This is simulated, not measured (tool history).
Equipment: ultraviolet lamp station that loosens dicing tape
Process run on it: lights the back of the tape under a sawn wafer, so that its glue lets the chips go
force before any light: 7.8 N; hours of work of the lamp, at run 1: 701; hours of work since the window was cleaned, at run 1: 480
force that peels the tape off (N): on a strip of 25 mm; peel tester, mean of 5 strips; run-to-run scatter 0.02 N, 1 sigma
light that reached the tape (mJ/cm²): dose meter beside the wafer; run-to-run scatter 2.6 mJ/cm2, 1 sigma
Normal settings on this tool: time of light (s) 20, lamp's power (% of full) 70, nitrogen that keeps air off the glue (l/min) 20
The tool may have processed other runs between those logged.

run	hour	time of light (s)	lamp's power (% of full)	nitrogen that keeps air off the glue (l/min)	hours of work of the lamp	hours of work since the window was cleaned	force that peels the tape off (N)	light that reached the tape (mJ/cm²)
1	0.0	20	70	20	701	480	1.687	243
2	18.0	20	70	20	712	491	1.683	244
3	48.6	20	70	20	730	510	1.740	242
4	69.3	20	70	20	743	522	1.754	238
5	86.5	20	70	20	753	532	1.706	237
6	119.3	20	70	14	773	552	2.028	231
7	148.6	20	70	12	790	570	2.114	232
8	169.4	20	70	12	803	582	2.137	234
9	194.2	20	69	20	818	597	1.960	227
# hour 201.3: window cleaned of glue's vapour
10	219.8	20	69	20	833	11	2.058	215
11	239.4	20	69	20	845	23	2.038	214
12	272.7	20	69	20	865	43	2.045	209
13	297.0	40	69	20	880	58	0.622	414
14	321.7	40	69	20	894	73	0.617	413

Run 15 has not been measured yet. What should we expect?
15	349.4	37	63	20	911	89	?	?

force that peels the tape off (N): 0.913
light that reached the tape (mJ/cm²): 348
Had the tool carried no hidden state, the very same run would have given force that peels the tape off (N) 0.311, light that reached the tape (mJ/cm²) 555.
